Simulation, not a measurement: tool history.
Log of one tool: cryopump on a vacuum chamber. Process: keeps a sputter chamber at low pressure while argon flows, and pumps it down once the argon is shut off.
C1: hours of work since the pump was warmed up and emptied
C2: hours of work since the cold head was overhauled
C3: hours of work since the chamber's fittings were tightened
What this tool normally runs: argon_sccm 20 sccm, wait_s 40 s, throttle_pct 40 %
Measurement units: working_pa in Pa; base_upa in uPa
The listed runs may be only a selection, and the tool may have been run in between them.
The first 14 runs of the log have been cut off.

Run 15, hour 209.9: usual settings; C1 147; C2 147; C3 958. Result: working_pa 0.0406 Pa, base_upa 1.56 uPa.
Run 16, hour 220.5: usual settings; C1 152; C2 152; C3 962. Result: working_pa 0.041 Pa, base_upa 1.46 uPa.
Run 17, hour 229.1: usual settings; C1 156; C2 156; C3 966. Result: working_pa 0.0398 Pa, base_upa 1.51 uPa.
Run 18, hour 240.6: usual settings but argon_sccm 25 sccm, wait_s 236 s, throttle_pct 38 %; C1 160; C2 160; C3 971. Result: working_pa 0.0538 Pa, base_upa 0.64 uPa.
Run 19, hour 255.3: usual settings but argon_sccm 14 sccm, wait_s 67 s, throttle_pct 32 %; C1 167; C2 167; C3 977. Result: working_pa 0.0352 Pa, base_upa 1.08 uPa.
Run 20, hour 266.2: usual settings but argon_sccm 14 sccm, wait_s 67 s, throttle_pct 32 %; C1 171; C2 171; C3 981. Result: working_pa 0.0349 Pa, base_upa 1.04 uPa.
Run 21, hour 280.7: usual settings but argon_sccm 9 sccm, wait_s 233 s, throttle_pct 26 %; C1 177; C2 177; C3 987. Result: working_pa 0.0277 Pa, base_upa 0.66 uPa.
Run 22, hour 300.8: usual settings but argon_sccm 34 sccm, wait_s 174 s, throttle_pct 21 %; C1 186; C2 186; C3 996. Result: working_pa 0.1296 Pa, base_upa 0.7 uPa.
Run 23, hour 320: usual settings but argon_sccm 23 sccm, wait_s 135 s, throttle_pct 21 %; C1 194; C2 194; C3 1004. Result: working_pa 0.0881 Pa, base_upa 0.82 uPa.
Run 24, hour 335.8: usual settings but argon_sccm 22 sccm, wait_s 135 s, throttle_pct 32 %; C1 200; C2 200; C3 1011. Result: working_pa 0.0554 Pa, base_upa 0.78 uPa.
Run 25, hour 347.7: usual settings but argon_sccm 29 sccm, wait_s 25 s; C1 205; C2 205; C3 1016. Result: working_pa 0.0588 Pa, base_upa 2.2 uPa.
Run 26, hour 366.1: usual settings but throttle_pct 24 %; C1 213; C2 213; C3 1023. Result: working_pa 0.0672 Pa, base_upa 1.53 uPa.
Run 27, hour 376.1: usual settings but throttle_pct 24 %; C1 217; C2 217; C3 1028. Result: working_pa 0.0663 Pa, base_upa 1.48 uPa.
Run 28, hour 391: usual settings but argon_sccm 19 sccm, wait_s 111 s, throttle_pct 53 %; C1 224; C2 224; C3 1034. Result: working_pa 0.0299 Pa, base_upa 0.82 uPa.
Run 29, hour 406.3: usual settings but argon_sccm 19 sccm, wait_s 111 s, throttle_pct 53 %; C1 230; C2 230; C3 1040. Result: working_pa 0.0288 Pa, base_upa 0.85 uPa.
Run 30, hour 424.8: usual settings but argon_sccm 19 sccm, wait_s 111 s, throttle_pct 53 %; C1 238; C2 238; C3 1048. Result: working_pa 0.0289 Pa, base_upa 0.86 uPa.
Run 31, hour 434.8: usual settings but argon_sccm 19 sccm, wait_s 100 s, throttle_pct 53 %; C1 242; C2 242; C3 1052. Result: working_pa 0.0294 Pa, base_upa 0.9 uPa.

Run 32 is up next; what results do you expect?
Run 32, hour 449.6: usual settings but wait_s 146 s; C1 248; C2 248; C3 1059. Result: working_pa ?, base_upa ?.

Run 32 came out at working_pa 0.0402 Pa, base_upa 0.77 uPa.
With no hidden state in the tool, this same run would have given working_pa 0.0393 Pa, base_upa 0.44 uPa.
